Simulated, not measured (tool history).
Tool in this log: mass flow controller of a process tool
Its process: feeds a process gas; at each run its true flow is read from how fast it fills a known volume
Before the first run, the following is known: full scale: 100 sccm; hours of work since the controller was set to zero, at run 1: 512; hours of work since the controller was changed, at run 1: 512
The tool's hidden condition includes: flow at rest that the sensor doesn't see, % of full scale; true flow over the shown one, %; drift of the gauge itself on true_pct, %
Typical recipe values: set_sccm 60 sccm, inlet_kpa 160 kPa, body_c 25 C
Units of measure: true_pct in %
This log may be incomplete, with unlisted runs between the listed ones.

run	hour	set_sccm	inlet_kpa	body_c	hours of work since the controller was set to zero	hours of work since the controller was changed	true_pct
1	0	60	160	25	512	512	99.45
2	182.9	60	160	25	620	620	99.31
3	341.9	60	160	25	714	714	99.46
4	523.1	60	160	25	822	822	99.38
5	711.8	60	160	25	933	933	99.36
6	831.6	60	160	25	1004	1004	99.24
7	981.9	60	160	25	1093	1093	99.28
8	1124.8	60	160	25	1178	1178	99.3
9	1291.4	11	160	25	1276	1276	97.22
10	1455.4	11	160	25	1373	1373	97.18
11	1561.4	37	160	25	1436	1436	98.58
12	1678.1	37	160	25	1505	1505	98.61
13	1813.1	37	265	25	1585	1585	97.81
14	1958.8	37	265	25	1671	1671	97.72
15	2139.4	37	265	25	1778	1778	97.76
16	2225.6	60	160	25	1829	1829	99.22
17	2361.5	60	160	25	1909	1909	99.07
18	2553.6	60	160	25	2023	2023	99.03
19	2650.8	60	160	25	2081	2081	99.14
# hour 2669.1: controller's zero set anew
20	2846	60	160	25	105	2196	98.95
21	3020.4	60	160	25	208	2299	98.95
22	3138	88	160	25	277	2369	99.65
23	3242.8	88	160	25	339	2431	99.62
24	3437	60	160	25	454	2545	98.81
# hour 3567.2: controller's zero set anew, once more
25	3567.2	15	160	33	0	2622	97.54
26	3682	54	160	31	68	2690	98.53
27	3865.2	54	160	31	176	2799	98.71
28	3956.8	37	159	31	231	2853	98.19
29	4051.2	53	205	36	286	2909	98.06
30	4138.9	59	211	36	338	2960	98.23
31	4278.5	12	145	34	421	3043	97.2
32	4406.2	60	202	31	496	3119	98.47
33	4581.2	11	156	22	600	3222	97.62
34	4692.3	64	261	25	666	3288	98.55
35	4790.1	50	189	23	724	3346	98.73
36	4869.1	19	160	25	770	3393	97.87
37	4962.2	17	266	28	825	3448	96.85
38	5055.7	17	269	28	881	3503	96.77
39	5170.3	17	269	28	949	3571	96.67
40	5304.1	60	160	22	1028	3650	99.14
41	5414.2	34	215	25	1093	3715	97.91
42	5566.7	34	215	25	1183	3805	97.77
43	5656.6	83	231	25	1236	3858	99.19
44	5770	11	159	25	1303	3926	97.05
45	5850.7	12	247	25	1351	3973	96.56
46	6017	12	247	25	1450	4072	96.51
47	6148.2	15	160	20	1527	4149	97.65
48	6231.1	16	174	25	1576	4198	97.16

Below are 4 alternative next runs, each starting from the tool's condition after run 48. Predict each:
A	6401.6	16	174	24	1677	4299	?
B	6401.6	60	275	28	1677	4299	?
C	6401.6	16	266	36	1677	4299	?
D	6401.6	16	174	20	1677	4299	?

run	true_pct
A	97.05
B	97.99
C	95.96
D	97.44
What these runs would have given with no unlogged condition in the tool:
run	true_pct
A	97.83
B	98.29
C	96.74
D	98.22

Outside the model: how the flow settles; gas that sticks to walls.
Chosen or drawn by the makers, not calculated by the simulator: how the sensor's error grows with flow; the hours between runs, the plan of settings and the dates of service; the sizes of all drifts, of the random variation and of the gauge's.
